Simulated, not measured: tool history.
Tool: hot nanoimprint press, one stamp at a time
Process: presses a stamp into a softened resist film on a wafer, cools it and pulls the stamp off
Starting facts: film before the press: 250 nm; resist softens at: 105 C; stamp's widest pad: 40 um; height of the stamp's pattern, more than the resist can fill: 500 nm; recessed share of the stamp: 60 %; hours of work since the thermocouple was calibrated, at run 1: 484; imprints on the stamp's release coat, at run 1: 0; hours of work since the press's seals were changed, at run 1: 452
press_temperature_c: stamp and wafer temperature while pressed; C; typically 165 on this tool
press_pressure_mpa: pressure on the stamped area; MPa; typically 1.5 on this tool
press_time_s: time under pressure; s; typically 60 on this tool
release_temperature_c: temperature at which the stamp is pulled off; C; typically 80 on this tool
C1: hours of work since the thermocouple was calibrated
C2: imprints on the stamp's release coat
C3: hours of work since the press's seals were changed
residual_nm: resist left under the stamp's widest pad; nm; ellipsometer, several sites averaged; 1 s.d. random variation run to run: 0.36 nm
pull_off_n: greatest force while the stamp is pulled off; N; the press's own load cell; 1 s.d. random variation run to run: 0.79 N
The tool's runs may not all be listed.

{"run": 1, "hour": 0.0, "press_temperature_c": 165, "press_pressure_mpa": 1.5, "press_time_s": 60, "release_temperature_c": 80, "C1": 484, "C2": 0, "C3": 452, "residual_nm": 101.1, "pull_off_n": 136.6}
{"run": 2, "hour": 36.2, "press_temperature_c": 160, "press_pressure_mpa": 1.5, "press_time_s": 60, "release_temperature_c": 80, "C1": 503, "C2": 85, "C3": 470, "residual_nm": 129.6, "pull_off_n": 137.6}
{"run": 3, "hour": 88.5, "press_temperature_c": 160, "press_pressure_mpa": 1.16, "press_time_s": 60, "release_temperature_c": 80, "C1": 530, "C2": 208, "C3": 497, "residual_nm": 141.8, "pull_off_n": 136.1}
{"run": 4, "hour": 125.7, "press_temperature_c": 160, "press_pressure_mpa": 1.16, "press_time_s": 60, "release_temperature_c": 80, "C1": 549, "C2": 296, "C3": 516, "residual_nm": 141.7, "pull_off_n": 137.7}
{"hour": 142.0, "done": "plate thermocouple calibrated"}
{"run": 5, "hour": 187.0, "press_temperature_c": 160, "press_pressure_mpa": 1.16, "press_time_s": 60, "release_temperature_c": 80, "C1": 23, "C2": 433, "C3": 546, "residual_nm": 141.4, "pull_off_n": 138}
{"run": 6, "hour": 247.0, "press_temperature_c": 165, "press_pressure_mpa": 1.5, "press_time_s": 60, "release_temperature_c": 80, "C1": 54, "C2": 574, "C3": 577, "residual_nm": 101.5, "pull_off_n": 136.2}
{"hour": 265.3, "done": "stamp cleaned and given a new release coat"}
{"run": 7, "hour": 300.8, "press_temperature_c": 165, "press_pressure_mpa": 1.5, "press_time_s": 60, "release_temperature_c": 80, "C1": 79, "C2": 84, "C3": 602, "residual_nm": 102.1, "pull_off_n": 136.6}
{"run": 8, "hour": 330.8, "press_temperature_c": 165, "press_pressure_mpa": 1.89, "press_time_s": 60, "release_temperature_c": 80, "C1": 94, "C2": 155, "C3": 617, "residual_nm": 91.5, "pull_off_n": 135.7}
{"run": 9, "hour": 368.4, "press_temperature_c": 165, "press_pressure_mpa": 1.5, "press_time_s": 60, "release_temperature_c": 80, "C1": 113, "C2": 243, "C3": 637, "residual_nm": 101.9, "pull_off_n": 137}
{"run": 10, "hour": 406.5, "press_temperature_c": 165, "press_pressure_mpa": 1.5, "press_time_s": 60, "release_temperature_c": 80, "C1": 133, "C2": 333, "C3": 656, "residual_nm": 101.9, "pull_off_n": 135.4}
{"run": 11, "hour": 457.7, "press_temperature_c": 165, "press_pressure_mpa": 1.5, "press_time_s": 60, "release_temperature_c": 80, "C1": 159, "C2": 453, "C3": 683, "residual_nm": 101.7, "pull_off_n": 136.2}
{"run": 12, "hour": 511.4, "press_temperature_c": 165, "press_pressure_mpa": 1.5, "press_time_s": 60, "release_temperature_c": 80, "C1": 187, "C2": 580, "C3": 710, "residual_nm": 101.5, "pull_off_n": 138.2}
{"hour": 527.1, "done": "stamp cleaned and given a new release coat"}
{"run": 13, "hour": 561.5, "press_temperature_c": 165, "press_pressure_mpa": 1.5, "press_time_s": 46, "release_temperature_c": 80, "C1": 210, "C2": 81, "C3": 733, "residual_nm": 112.6, "pull_off_n": 137.4}
{"run": 14, "hour": 623.9, "press_temperature_c": 165, "press_pressure_mpa": 1.5, "press_time_s": 46, "release_temperature_c": 80, "C1": 242, "C2": 228, "C3": 765, "residual_nm": 113.9, "pull_off_n": 136.2}
{"run": 15, "hour": 656.4, "press_temperature_c": 165, "press_pressure_mpa": 1.5, "press_time_s": 46, "release_temperature_c": 80, "C1": 258, "C2": 304, "C3": 782, "residual_nm": 113.4, "pull_off_n": 137}
{"run": 16, "hour": 705.4, "press_temperature_c": 165, "press_pressure_mpa": 1.5, "press_time_s": 112, "release_temperature_c": 80, "C1": 284, "C2": 420, "C3": 807, "residual_nm": 77.5, "pull_off_n": 138.1}
{"run": 17, "hour": 766.0, "press_temperature_c": 165, "press_pressure_mpa": 1.5, "press_time_s": 112, "release_temperature_c": 80, "C1": 315, "C2": 562, "C3": 838, "residual_nm": 77.9, "pull_off_n": 136.5}
{"hour": 785.6, "done": "stamp cleaned and given a new release coat"}
{"run": 18, "hour": 837.0, "press_temperature_c": 156, "press_pressure_mpa": 1.92, "press_time_s": 40, "release_temperature_c": 70, "C1": 348, "C2": 121, "C3": 871, "residual_nm": 161.8, "pull_off_n": 148.3}
{"run": 19, "hour": 869.1, "press_temperature_c": 165, "press_pressure_mpa": 1.5, "press_time_s": 44, "release_temperature_c": 68, "C1": 365, "C2": 197, "C3": 888, "residual_nm": 115, "pull_off_n": 152.6}
{"run": 20, "hour": 915.4, "press_temperature_c": 165, "press_pressure_mpa": 0.93, "press_time_s": 60, "release_temperature_c": 80, "C1": 389, "C2": 306, "C3": 912, "residual_nm": 123.7, "pull_off_n": 136.2}
{"run": 21, "hour": 965.7, "press_temperature_c": 165, "press_pressure_mpa": 1.5, "press_time_s": 34, "release_temperature_c": 80, "C1": 414, "C2": 424, "C3": 938, "residual_nm": 127.1, "pull_off_n": 136}
{"run": 22, "hour": 1019.0, "press_temperature_c": 163, "press_pressure_mpa": 1.5, "press_time_s": 60, "release_temperature_c": 80, "C1": 442, "C2": 550, "C3": 965, "residual_nm": 111.9, "pull_off_n": 137}
{"hour": 1044.6, "done": "stamp cleaned and given a new release coat"}
{"run": 23, "hour": 1081.2, "press_temperature_c": 163, "press_pressure_mpa": 1.5, "press_time_s": 54, "release_temperature_c": 84, "C1": 471, "C2": 86, "C3": 994, "residual_nm": 116.9, "pull_off_n": 131.1}

4 ways to go on from here, each from the tool as it stands after run 23. What would each give?
{"run": "A", "hour": 1121.4, "press_temperature_c": 163, "press_pressure_mpa": 1.17, "press_time_s": 45, "release_temperature_c": 77, "C1": 491, "C2": 181, "C3": 1015, "residual_nm": "?", "pull_off_n": "?"}
{"run": "B", "hour": 1121.4, "press_temperature_c": 165, "press_pressure_mpa": 1.5, "press_time_s": 35, "release_temperature_c": 85, "C1": 491, "C2": 181, "C3": 1015, "residual_nm": "?", "pull_off_n": "?"}
{"run": "C", "hour": 1121.4, "press_temperature_c": 165, "press_pressure_mpa": 1.09, "press_time_s": 60, "release_temperature_c": 80, "C1": 491, "C2": 181, "C3": 1015, "residual_nm": "?", "pull_off_n": "?"}
{"run": "D", "hour": 1121.4, "press_temperature_c": 163, "press_pressure_mpa": 1.78, "press_time_s": 61, "release_temperature_c": 70, "C1": 491, "C2": 181, "C3": 1015, "residual_nm": "?", "pull_off_n": "?"}

run=A residual_nm=137.2 pull_off_n=140.7
run=B residual_nm=125.3 pull_off_n=128.5
run=C residual_nm=115.9 pull_off_n=136.6
run=D residual_nm=103 pull_off_n=149.1
With no hidden state in the tool, these same runs would have given:
run=A residual_nm=137 pull_off_n=140.5
run=B residual_nm=125.1 pull_off_n=128.3
run=C residual_nm=115.8 pull_off_n=136.5
run=D residual_nm=102.8 pull_off_n=148.9
